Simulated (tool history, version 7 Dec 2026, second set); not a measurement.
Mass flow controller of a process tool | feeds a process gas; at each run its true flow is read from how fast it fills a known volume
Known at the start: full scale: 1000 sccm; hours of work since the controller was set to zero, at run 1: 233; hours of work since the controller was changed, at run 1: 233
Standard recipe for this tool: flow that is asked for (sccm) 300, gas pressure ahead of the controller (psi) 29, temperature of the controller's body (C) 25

run	hour	flow that is asked for (sccm)	gas pressure ahead of the controller (psi)	temperature of the controller's body (C)	hours of work since the controller was set to zero	hours of work since the controller was changed	true flow (%)
1	0	300	29	25	233	233	99.25
2	62.1	300	29	25	265	265	99.13
3	121.8	300	29	25	295	295	99.11
4	174.7	101	29	25	322	322	98.63
5	216.9	300	29	25	344	344	98.91
6	300.8	300	29	29	387	387	98.47
7	388	300	29	29	431	431	98.31
8	476.5	300	29	28	476	476	98.31
9	558.5	300	29	24	518	518	98.51
10	641.5	300	29	24	560	560	98.39
11	689.6	323	29	25	584	584	98.2
12	769.5	323	29	25	625	625	98.16
13	832.1	323	29	25	657	657	97.98
14	883.7	323	29	25	683	683	97.99
15	971.3	323	29	25	728	728	97.88
16	1057	323	29	25	771	771	97.88
17	1117.1	323	29	25	802	802	97.51
18	1175.8	323	29	25	832	832	97.63
19	1258.8	323	29	25	874	874	97.51
20	1308.9	300	29	25	900	900	97.42
21	1383.6	300	29	25	938	938	97.28
22	1450.2	300	29	25	971	971	97.12
23	1531.4	300	29	25	1013	1013	97.19
24	1582	300	29	25	1039	1039	96.93
25	1650.8	300	29	25	1074	1074	96.95
# hour 1684.6: gauge calibrated
26	1690.4	728	31.9	38	1094	1094	98.45
27	1770.3	255	21.9	25	1134	1134	98.86
28	1856.9	859	29.2	24	1178	1178	99.55
29	1947	300	31.3	29	1224	1224	98.59
30	2014.5	300	31.3	29	1259	1259	98.47
31	2103.8	292	26	27	1304	1304	98.39
32	2167.9	292	26	27	1337	1337	98.26
33	2223.5	292	26	27	1365	1365	98.27
34	2262	201	26	33	1385	1385	97.49
35	2299.3	201	26	33	1404	1404	97.4
36	2371.4	304	33.1	23	1440	1440	98.45
37	2424.3	304	33.1	23	1467	1467	98.43
38	2464.2	300	29	36	1488	1488	97.18
39	2536.7	300	37.7	36	1524	1524	97.2
40	2620.5	143	28.7	25	1567	1567	97.76
41	2703.1	119	30	26	1609	1609	97.58
42	2764.1	184	29.6	36	1640	1640	96.58
43	2817.1	213	25.5	39	1667	1667	96.25
44	2868.4	174	39.5	31	1693	1693	97.15
45	2913.9	174	39.5	31	1716	1716	97.15
46	2978.8	174	39.5	31	1749	1749	97
47	3031.3	174	39.5	31	1776	1776	96.86

Same runs, no hidden state in the tool, same run-to-run variation:
The hidden state here: flow at rest that the sensor doesn't see, % of full scale; true flow over the shown one, %; drift of the gauge itself on true_pct, %.
run	true flow (%)
1	99.25
2	99.22
3	99.28
4	98.87
5	99.21
6	98.88
7	98.84
8	98.96
9	99.28
10	99.27
11	99.14
12	99.21
13	99.12
14	99.21
15	99.21
16	99.33
17	99.05
18	99.24
19	99.24
20	99.21
21	99.17
22	99.11
23	99.3
24	99.1
25	99.22
26	98.46
27	98.98
28	99.79
29	98.95
30	98.92
31	98.96
32	98.92
33	99.01
34	98.27
35	98.24
36	99.39
37	99.45
38	98.24
39	98.36
40	99.04
41	98.96
42	98.04
43	97.78
44	98.76
45	98.82
46	98.77
47	98.69
